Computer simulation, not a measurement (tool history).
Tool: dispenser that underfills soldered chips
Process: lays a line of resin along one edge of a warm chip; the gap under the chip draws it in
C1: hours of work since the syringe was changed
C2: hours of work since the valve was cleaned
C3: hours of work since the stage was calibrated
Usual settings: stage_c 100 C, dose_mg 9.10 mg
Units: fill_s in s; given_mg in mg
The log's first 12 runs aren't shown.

{"day": 2.492, "done": "new syringe of resin"}
{"run": 13, "day": 2.546, "stage_c": 100, "dose_mg": 9.36, "C1": 1, "C2": 29, "C3": 159, "fill_s": 233.1, "given_mg": 9.09}
{"run": 14, "day": 2.667, "stage_c": 100, "dose_mg": 8.47, "C1": 3, "C2": 31, "C3": 161, "fill_s": 262.4, "given_mg": 8.22}
{"day": 2.833, "done": "new syringe of resin"}
{"run": 15, "day": 2.838, "stage_c": 100, "dose_mg": 9.1, "C1": 0, "C2": 34, "C3": 164, "fill_s": 227.4, "given_mg": 8.81}
{"run": 16, "day": 3.038, "stage_c": 89, "dose_mg": 9.1, "C1": 4, "C2": 38, "C3": 168, "fill_s": 387.1, "given_mg": 8.73}
{"day": 3.183, "done": "new syringe of resin"}
{"run": 17, "day": 3.267, "stage_c": 100, "dose_mg": 8.64, "C1": 2, "C2": 42, "C3": 172, "fill_s": 251.7, "given_mg": 8.27}
{"run": 18, "day": 3.504, "stage_c": 100, "dose_mg": 8.64, "C1": 6, "C2": 47, "C3": 176, "fill_s": 302.8, "given_mg": 8.25}
{"day": 3.538, "done": "new syringe of resin"}
{"run": 19, "day": 3.654, "stage_c": 89, "dose_mg": 7.76, "C1": 2, "C2": 50, "C3": 179, "fill_s": 368.4, "given_mg": 7.39}
{"run": 20, "day": 3.858, "stage_c": 95, "dose_mg": 9.1, "C1": 6, "C2": 53, "C3": 183, "fill_s": 345.0, "given_mg": 8.66}
{"day": 3.883, "done": "new syringe of resin"}
{"day": 4.029, "done": "dispensing valve cleaned and set on the balance"}
{"run": 21, "day": 4.158, "stage_c": 95, "dose_mg": 9.1, "C1": 4, "C2": 2, "C3": 188, "fill_s": 315.0, "given_mg": 9.05}
{"day": 4.275, "done": "new syringe of resin"}
{"run": 22, "day": 4.379, "stage_c": 112, "dose_mg": 8.34, "C1": 2, "C2": 6, "C3": 191, "fill_s": 172.3, "given_mg": 8.26}
{"run": 23, "day": 4.583, "stage_c": 93, "dose_mg": 7.97, "C1": 6, "C2": 10, "C3": 195, "fill_s": 375.9, "given_mg": 7.89}
{"day": 4.633, "done": "new syringe of resin"}
{"run": 24, "day": 4.817, "stage_c": 109, "dose_mg": 11.18, "C1": 3, "C2": 14, "C3": 200, "fill_s": 200.1, "given_mg": 11.03}
{"day": 4.979, "done": "new syringe of resin"}
{"run": 25, "day": 5.104, "stage_c": 93, "dose_mg": 11.18, "C1": 2, "C2": 20, "C3": 205, "fill_s": 305.8, "given_mg": 10.99}
{"run": 26, "day": 5.254, "stage_c": 93, "dose_mg": 11.18, "C1": 5, "C2": 23, "C3": 208, "fill_s": 355.7, "given_mg": 10.98}
{"day": 5.333, "done": "new syringe of resin"}
{"run": 27, "day": 5.396, "stage_c": 100, "dose_mg": 11.31, "C1": 1, "C2": 25, "C3": 210, "fill_s": 231.7, "given_mg": 11.02}
{"run": 28, "day": 5.638, "stage_c": 92, "dose_mg": 11.0, "C1": 6, "C2": 30, "C3": 215, "fill_s": 365.4, "given_mg": 10.73}
{"day": 5.692, "done": "new syringe of resin"}
{"run": 29, "day": 5.867, "stage_c": 114, "dose_mg": 7.88, "C1": 3, "C2": 34, "C3": 219, "fill_s": 176.4, "given_mg": 7.61}
{"day": 6.033, "done": "new syringe of resin"}
{"run": 30, "day": 6.15, "stage_c": 114, "dose_mg": 7.88, "C1": 2, "C2": 39, "C3": 224, "fill_s": 168.5, "given_mg": 7.62}
{"day": 6.379, "done": "new syringe of resin"}
{"run": 31, "day": 6.379, "stage_c": 114, "dose_mg": 7.88, "C1": 0, "C2": 43, "C3": 228, "fill_s": 149.3, "given_mg": 7.58}
{"run": 32, "day": 6.608, "stage_c": 88, "dose_mg": 9.78, "C1": 4, "C2": 47, "C3": 232, "fill_s": 403.8, "given_mg": 9.34}
{"day": 6.721, "done": "new syringe of resin"}
{"run": 33, "day": 6.746, "stage_c": 100, "dose_mg": 11.72, "C1": 0, "C2": 50, "C3": 235, "fill_s": 222.7, "given_mg": 11.22}
{"run": 34, "day": 6.938, "stage_c": 94, "dose_mg": 11.1, "C1": 4, "C2": 53, "C3": 238, "fill_s": 319.9, "given_mg": 10.56}
{"day": 7.075, "done": "new syringe of resin"}
{"day": 7.117, "done": "dispensing valve cleaned and set on the balance"}
{"run": 35, "day": 7.254, "stage_c": 87, "dose_mg": 9.32, "C1": 3, "C2": 3, "C3": 243, "fill_s": 386.7, "given_mg": 9.31}
{"day": 7.467, "done": "new syringe of resin"}
{"run": 36, "day": 7.483, "stage_c": 87, "dose_mg": 10.1, "C1": 0, "C2": 7, "C3": 247, "fill_s": 350.9, "given_mg": 9.99}

Forecast each of these 3 alternatives for the next run:
{"run": "A", "day": 7.733, "stage_c": 102, "dose_mg": 10.91, "C1": 5, "C2": 11, "C3": 252, "fill_s": "?", "given_mg": "?"}
{"run": "B", "day": 7.733, "stage_c": 98, "dose_mg": 8.9, "C1": 5, "C2": 11, "C3": 252, "fill_s": "?", "given_mg": "?"}
{"run": "C", "day": 7.733, "stage_c": 87, "dose_mg": 7.9, "C1": 5, "C2": 11, "C3": 252, "fill_s": "?", "given_mg": "?"}

run=A fill_s=256.3 given_mg=10.76
run=B fill_s=299.0 given_mg=8.79
run=C fill_s=442.7 given_mg=7.82
Without the tool's hidden state the same runs would have given:
run=A fill_s=217.1 given_mg=10.89
run=B fill_s=253.2 given_mg=8.90
run=C fill_s=376.0 given_mg=7.92

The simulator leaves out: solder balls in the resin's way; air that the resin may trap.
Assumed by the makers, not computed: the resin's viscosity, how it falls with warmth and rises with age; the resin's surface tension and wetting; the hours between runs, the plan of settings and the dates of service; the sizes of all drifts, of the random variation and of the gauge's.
